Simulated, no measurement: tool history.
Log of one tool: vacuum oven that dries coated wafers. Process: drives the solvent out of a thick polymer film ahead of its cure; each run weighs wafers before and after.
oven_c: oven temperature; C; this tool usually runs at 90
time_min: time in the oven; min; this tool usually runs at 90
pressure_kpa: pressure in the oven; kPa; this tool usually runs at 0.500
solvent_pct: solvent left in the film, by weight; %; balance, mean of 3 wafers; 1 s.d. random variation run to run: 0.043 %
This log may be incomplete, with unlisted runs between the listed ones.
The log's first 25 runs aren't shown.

| run | day | oven_c | time_min | pressure_kpa | solvent_pct |
|---|---|---|---|---|---|
| 26 | 22.096 | 91 | 117 | 0.278 | 2.34 |
| 27 | 23.012 | 91 | 117 | 0.278 | 2.23 |
| 28 | 24.167 | 91 | 117 | 0.788 | 2.73 |
| 29 | 24.838 | 79 | 116 | 0.500 | 7.55 |
| 30 | 25.546 | 79 | 116 | 0.329 | 7.43 |
| 31 | 26.554 | 79 | 116 | 0.329 | 7.42 |
| 32 | 27.175 | 79 | 116 | 0.329 | 7.37 |
| 33 | 28.317 | 79 | 116 | 0.329 | 7.38 |
| 34 | 29.079 | 87 | 100 | 0.500 | 4.76 |
| 35 | 30.183 | 101 | 101 | 1.307 | 1.23 |
| 36 | 31.175 | 100 | 107 | 1.307 | 1.28 |

Branching from run 36: 4 alternative next runs. What would each branch give?
| A | 32.254 | 78 | 90 | 0.287 | ? |
| B | 32.254 | 86 | 90 | 1.806 | ? |
| C | 32.254 | 77 | 52 | 0.500 | ? |
| D | 32.254 | 100 | 159 | 1.307 | ? |

| run | solvent_pct |
|---|---|
| A | 9.25 |
| B | 6.76 |
| C | 12.53 |
| D | 0.92 |
What these runs would have given with no unlogged condition in the tool:
| run | solvent_pct |
|---|---|
| A | 9.13 |
| B | 6.66 |
| C | 12.44 |
| D | 0.78 |
